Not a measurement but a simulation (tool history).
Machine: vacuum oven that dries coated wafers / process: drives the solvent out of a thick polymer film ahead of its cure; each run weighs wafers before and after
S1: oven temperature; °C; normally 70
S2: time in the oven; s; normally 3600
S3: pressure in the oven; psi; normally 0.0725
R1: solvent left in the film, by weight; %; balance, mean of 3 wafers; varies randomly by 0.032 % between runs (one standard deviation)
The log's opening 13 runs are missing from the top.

run	day	S1	S2	S3	R1
14	5.250	66	3600	0.0725	2.55
# day 5.358: oven's thermocouples calibrated
15	5.846	66	3060	0.0725	3.02
16	6.150	66	3060	0.0725	3.01
17	6.688	66	3060	0.0687	2.94
# day 6.954: oven's thermocouples calibrated, once more
18	7.304	66	3060	0.0687	4.19
19	7.721	70	3600	0.0725	2.09
20	7.954	56	3600	0.2068	8.47
21	8.425	59	4800	0.0915	4.36
22	8.758	69	4260	0.2326	2.48
23	9.008	80	4800	0.2609	1.07
24	9.512	70	4320	0.0695	1.51
25	9.900	60	3600	0.0725	5.62
26	10.250	74	2940	0.1153	2.04

The next listed run, before its measurement:
27	10.758	83	6060	0.2284	?

{"run 27": {"R1": 0.77}}
Take away the tool's hidden state, keep the run-to-run variation as it was, and the same run would have given R1 0.71 %.

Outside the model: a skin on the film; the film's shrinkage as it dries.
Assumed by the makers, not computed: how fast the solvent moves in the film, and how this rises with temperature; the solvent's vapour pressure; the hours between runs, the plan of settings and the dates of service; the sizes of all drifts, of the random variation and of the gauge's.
